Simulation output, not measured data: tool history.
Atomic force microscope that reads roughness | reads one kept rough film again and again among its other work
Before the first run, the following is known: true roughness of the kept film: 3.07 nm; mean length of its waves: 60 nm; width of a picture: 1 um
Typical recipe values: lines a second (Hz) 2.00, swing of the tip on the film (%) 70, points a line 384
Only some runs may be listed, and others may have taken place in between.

run	hour	lines a second (Hz)	swing of the tip on the film (%)	points a line	roughness of the kept film (nm (root mean square))
1	0.0	2.00	70	384	2.770
2	14.2	2.15	70	384	2.729
3	25.6	2.15	70	384	2.738
4	32.5	2.15	70	384	2.711
5	45.4	2.00	70	384	2.731
# hour 47.1: height scale calibrated on a step standard
6	60.9	2.00	70	384	2.707
7	74.3	2.00	70	384	2.704
# hour 82.4: height scale calibrated on a step standard, once more
8	83.4	1.11	70	400	2.787
9	100.0	1.11	70	400	2.767
10	112.4	2.00	74	835	2.611
# hour 117.6: new tip fitted
11	127.0	1.81	87	835	2.492
12	140.6	0.87	78	315	2.825

Below, some changes in roughness of the kept film (nm (root mean square)) between adjacent runs. For each, the amount present without the hidden state too (settings, incoming material, random variation) and the amount remaining for the hidden state with gauge scatter not shared by both compared results:
What the log doesn't record here: radius of the tip, nm; height scale over the true one, %; drift of the gauge itself on roughness_nm, %.
Run 10 -> 11: lines a second (Hz) 2.00 -> 1.81, swing of the tip on the film (%) 74 -> 87, new tip fitted. roughness of the kept film (nm (root mean square)) -0.119: hidden state +0.104, all else -0.223.
Run 11 -> 12: lines a second (Hz) 1.81 -> 0.87, swing of the tip on the film (%) 87 -> 78, points a line 835 -> 315. roughness of the kept film (nm (root mean square)) +0.333: hidden state -0.017, all else +0.350.
